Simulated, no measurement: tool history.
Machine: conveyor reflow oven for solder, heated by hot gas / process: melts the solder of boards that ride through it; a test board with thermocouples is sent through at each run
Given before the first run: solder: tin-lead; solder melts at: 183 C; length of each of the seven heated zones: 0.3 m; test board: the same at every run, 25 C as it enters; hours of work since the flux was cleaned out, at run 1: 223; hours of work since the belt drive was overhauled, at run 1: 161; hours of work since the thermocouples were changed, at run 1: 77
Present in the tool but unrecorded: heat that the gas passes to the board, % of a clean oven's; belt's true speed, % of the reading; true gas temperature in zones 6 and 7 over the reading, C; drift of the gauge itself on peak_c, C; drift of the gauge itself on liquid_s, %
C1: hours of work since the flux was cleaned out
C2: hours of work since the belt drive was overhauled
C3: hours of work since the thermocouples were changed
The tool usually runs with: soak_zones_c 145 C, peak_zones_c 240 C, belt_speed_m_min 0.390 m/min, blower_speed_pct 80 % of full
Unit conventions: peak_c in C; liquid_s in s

{"run": 1, "hour": 0.0, "soak_zones_c": 145, "peak_zones_c": 240, "belt_speed_m_min": 0.39, "blower_speed_pct": 80, "C1": 223, "C2": 161, "C3": 77, "peak_c": 223.3, "liquid_s": 77.2}
{"run": 2, "hour": 6.2, "soak_zones_c": 145, "peak_zones_c": 240, "belt_speed_m_min": 0.469, "blower_speed_pct": 80, "C1": 228, "C2": 166, "C3": 82, "peak_c": 216.5, "liquid_s": 58.2}
{"run": 3, "hour": 14.4, "soak_zones_c": 145, "peak_zones_c": 240, "belt_speed_m_min": 0.317, "blower_speed_pct": 80, "C1": 234, "C2": 172, "C3": 88, "peak_c": 228.8, "liquid_s": 101.2}
{"run": 4, "hour": 20.6, "soak_zones_c": 145, "peak_zones_c": 240, "belt_speed_m_min": 0.317, "blower_speed_pct": 80, "C1": 238, "C2": 177, "C3": 93, "peak_c": 228.8, "liquid_s": 101.8}
{"run": 5, "hour": 28.2, "soak_zones_c": 155, "peak_zones_c": 240, "belt_speed_m_min": 0.317, "blower_speed_pct": 80, "C1": 244, "C2": 182, "C3": 98, "peak_c": 229.8, "liquid_s": 107.8}
{"run": 6, "hour": 33.8, "soak_zones_c": 139, "peak_zones_c": 240, "belt_speed_m_min": 0.39, "blower_speed_pct": 80, "C1": 248, "C2": 187, "C3": 103, "peak_c": 221.4, "liquid_s": 72.9}
{"run": 7, "hour": 42.6, "soak_zones_c": 139, "peak_zones_c": 240, "belt_speed_m_min": 0.39, "blower_speed_pct": 80, "C1": 255, "C2": 193, "C3": 109, "peak_c": 221.6, "liquid_s": 73.6}
{"run": 8, "hour": 51.6, "soak_zones_c": 139, "peak_zones_c": 240, "belt_speed_m_min": 0.39, "blower_speed_pct": 80, "C1": 262, "C2": 200, "C3": 116, "peak_c": 221.5, "liquid_s": 73.6}
{"hour": 61.7, "done": "flux residue cleaned out of gas plates and filters"}
{"run": 9, "hour": 63.2, "soak_zones_c": 143, "peak_zones_c": 240, "belt_speed_m_min": 0.39, "blower_speed_pct": 80, "C1": 1, "C2": 205, "C3": 121, "peak_c": 224.8, "liquid_s": 77.9}
{"run": 10, "hour": 72.0, "soak_zones_c": 145, "peak_zones_c": 240, "belt_speed_m_min": 0.39, "blower_speed_pct": 81, "C1": 8, "C2": 211, "C3": 127, "peak_c": 225.3, "liquid_s": 79.2}
{"run": 11, "hour": 79.8, "soak_zones_c": 145, "peak_zones_c": 232, "belt_speed_m_min": 0.39, "blower_speed_pct": 81, "C1": 13, "C2": 217, "C3": 133, "peak_c": 218.3, "liquid_s": 74.2}
{"run": 12, "hour": 87.3, "soak_zones_c": 145, "peak_zones_c": 239, "belt_speed_m_min": 0.39, "blower_speed_pct": 80, "C1": 19, "C2": 223, "C3": 139, "peak_c": 224.3, "liquid_s": 78.5}
{"run": 13, "hour": 92.1, "soak_zones_c": 145, "peak_zones_c": 239, "belt_speed_m_min": 0.39, "blower_speed_pct": 80, "C1": 23, "C2": 226, "C3": 142, "peak_c": 224.3, "liquid_s": 78.0}
{"run": 14, "hour": 101.2, "soak_zones_c": 145, "peak_zones_c": 239, "belt_speed_m_min": 0.39, "blower_speed_pct": 80, "C1": 29, "C2": 233, "C3": 149, "peak_c": 223.9, "liquid_s": 78.8}
{"run": 15, "hour": 105.0, "soak_zones_c": 145, "peak_zones_c": 247, "belt_speed_m_min": 0.444, "blower_speed_pct": 80, "C1": 32, "C2": 236, "C3": 152, "peak_c": 226.6, "liquid_s": 70.6}
{"run": 16, "hour": 112.5, "soak_zones_c": 157, "peak_zones_c": 248, "belt_speed_m_min": 0.43, "blower_speed_pct": 85, "C1": 38, "C2": 241, "C3": 157, "peak_c": 231.9, "liquid_s": 81.8}
{"run": 17, "hour": 121.1, "soak_zones_c": 141, "peak_zones_c": 249, "belt_speed_m_min": 0.39, "blower_speed_pct": 80, "C1": 44, "C2": 248, "C3": 164, "peak_c": 231.8, "liquid_s": 82.4}
{"run": 18, "hour": 125.7, "soak_zones_c": 140, "peak_zones_c": 238, "belt_speed_m_min": 0.39, "blower_speed_pct": 60, "C1": 48, "C2": 251, "C3": 167, "peak_c": 216.1, "liquid_s": 68.4}
{"run": 19, "hour": 131.1, "soak_zones_c": 140, "peak_zones_c": 238, "belt_speed_m_min": 0.39, "blower_speed_pct": 60, "C1": 52, "C2": 255, "C3": 171, "peak_c": 216.0, "liquid_s": 68.2}
{"run": 20, "hour": 139.1, "soak_zones_c": 147, "peak_zones_c": 252, "belt_speed_m_min": 0.39, "blower_speed_pct": 56, "C1": 58, "C2": 261, "C3": 177, "peak_c": 227.8, "liquid_s": 81.2}
{"run": 21, "hour": 145.9, "soak_zones_c": 152, "peak_zones_c": 234, "belt_speed_m_min": 0.39, "blower_speed_pct": 57, "C1": 63, "C2": 266, "C3": 182, "peak_c": 214.3, "liquid_s": 72.8}
{"run": 22, "hour": 154.5, "soak_zones_c": 136, "peak_zones_c": 249, "belt_speed_m_min": 0.406, "blower_speed_pct": 80, "C1": 69, "C2": 273, "C3": 189, "peak_c": 229.8, "liquid_s": 75.8}
{"run": 23, "hour": 158.8, "soak_zones_c": 136, "peak_zones_c": 249, "belt_speed_m_min": 0.406, "blower_speed_pct": 80, "C1": 72, "C2": 276, "C3": 192, "peak_c": 229.6, "liquid_s": 75.5}
{"run": 24, "hour": 167.9, "soak_zones_c": 156, "peak_zones_c": 242, "belt_speed_m_min": 0.332, "blower_speed_pct": 63, "C1": 79, "C2": 283, "C3": 199, "peak_c": 228.6, "liquid_s": 102.6}
{"run": 25, "hour": 174.3, "soak_zones_c": 156, "peak_zones_c": 250, "belt_speed_m_min": 0.332, "blower_speed_pct": 63, "C1": 84, "C2": 287, "C3": 203, "peak_c": 235.7, "liquid_s": 107.7}
{"run": 26, "hour": 181.6, "soak_zones_c": 146, "peak_zones_c": 240, "belt_speed_m_min": 0.418, "blower_speed_pct": 68, "C1": 89, "C2": 293, "C3": 209, "peak_c": 219.0, "liquid_s": 69.2}
{"run": 27, "hour": 185.8, "soak_zones_c": 157, "peak_zones_c": 238, "belt_speed_m_min": 0.328, "blower_speed_pct": 68, "C1": 92, "C2": 296, "C3": 212, "peak_c": 226.3, "liquid_s": 103.9}

Here are 3 independent what-if runs from the current tool condition. What would each one return?
{"run": "A", "hour": 189.9, "soak_zones_c": 133, "peak_zones_c": 246, "belt_speed_m_min": 0.39, "blower_speed_pct": 62, "C1": 95, "C2": 299, "C3": 215, "peak_c": "?", "liquid_s": "?"}
{"run": "B", "hour": 189.9, "soak_zones_c": 145, "peak_zones_c": 240, "belt_speed_m_min": 0.312, "blower_speed_pct": 74, "C1": 95, "C2": 299, "C3": 215, "peak_c": "?", "liquid_s": "?"}
{"run": "C", "hour": 189.9, "soak_zones_c": 145, "peak_zones_c": 240, "belt_speed_m_min": 0.359, "blower_speed_pct": 80, "C1": 95, "C2": 299, "C3": 215, "peak_c": "?", "liquid_s": "?"}

run=A peak_c=221.4 liquid_s=70.5
run=B peak_c=229.2 liquid_s=104.0
run=C peak_c=226.9 liquid_s=88.4
Take away the tool's hidden state, keep each run's random variation, and the runs would have read:
run=A peak_c=222.0 liquid_s=70.4
run=B peak_c=229.6 liquid_s=103.3
run=C peak_c=227.4 liquid_s=88.0
